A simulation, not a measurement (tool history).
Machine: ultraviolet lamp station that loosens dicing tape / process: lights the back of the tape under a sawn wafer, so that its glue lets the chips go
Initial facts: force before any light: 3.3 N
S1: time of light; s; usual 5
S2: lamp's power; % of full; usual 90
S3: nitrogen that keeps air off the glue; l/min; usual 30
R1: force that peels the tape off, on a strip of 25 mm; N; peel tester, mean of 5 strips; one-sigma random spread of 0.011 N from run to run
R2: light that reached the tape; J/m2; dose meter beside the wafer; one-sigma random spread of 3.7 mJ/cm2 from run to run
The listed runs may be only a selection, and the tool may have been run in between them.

run    hour  S1  S2  S3     R1    R2
  1       0   5  90  30  0.621  5130
  2    64.9   5  90  30  0.644  5120
  3     135   5  90  30  0.655  4960
  4   180.9   5  90  30   0.66  4900
  5   217.8   5  90  30  0.664  4830
  6   264.7   5  90  30  0.686  4790
  7   298.7   3  90  30  1.161  2860
  8   362.7   3  90  30  1.274  2740
  9   392.4   5  93  30  0.685  4780
      451.1  -- window cleaned of glue's vapour
 10   461.2   5  90  30  0.674  4750
 11   502.5   5  90  30  0.697  4700
 12   557.9   5  90  30  0.724  4640
 13   592.5   5  90  30  0.694  4580
 14   648.6   5  90  30  0.742  4510
 15   714.6   5  90  30  0.751  4380
 16   746.5   5  97  30  0.712  4660
 17   781.8   5  97  30  0.711  4630
 18   849.8   5  97  30  0.745  4580
 19   898.1   5  97  30  0.748  4450
 20   969.5   5  97  20  0.898  4390
 21  1014.8   5  97  20  0.927  4310
     1055.2  -- window cleaned of glue's vapour
 22  1059.9   3  74  27  1.606  2050
 23  1109.7   3  81  43  1.419  2200
 24  1161.6   3  81  18  1.744  2170
 25  1228.7   3  94  13   1.72  2490
 26  1272.8   2  94  30  1.838  1600
 27  1341.5   7  86  14  0.876  5170
 28  1376.4   5  81  30  1.062  3330
 29  1435.3   4  96  30  1.098  3140
 30  1481.4   5  93  56  0.778  3710
     1547.7  -- lamp changed
 31  1548.6   4  73  28  0.858  3900
 32  1588.7   4  73  28  0.886  3830
 33  1628.2   4  73  28  0.908  3770
     1662.1  -- window cleaned of glue's vapour
 34  1676.3   7  87  12  0.519  8240
 35  1714.2   9  64  17  0.465  7740
 36  1762.4   3  80  16  1.366  3170
 37    1810   7  90  27  0.373  8170
 38  1870.5   3  71  47  1.137  2710
 39  1931.8   3  71  47  1.158  2720
 40  1974.1   3  71  47  1.139  2680
 41  2025.4   5  85  30  0.604  5240
 42  2093.5   4  77  30  0.925  3750

Branching from run 42: 3 alternative next runs. What would each branch give?
  A  2139.9   5  82  42   ?   ?
  B  2139.9   4  66  33   ?   ?
  C  2139.9  10  77  30   ?   ?

run     R1    R2
  A  0.597  4900
  B  1.071  3200
  C  0.291  9180
Had the tool no hidden state, the same runs would have come out as:
run     R1     R2
  A  0.486   5720
  B  0.905   3740
  C  0.255  10730
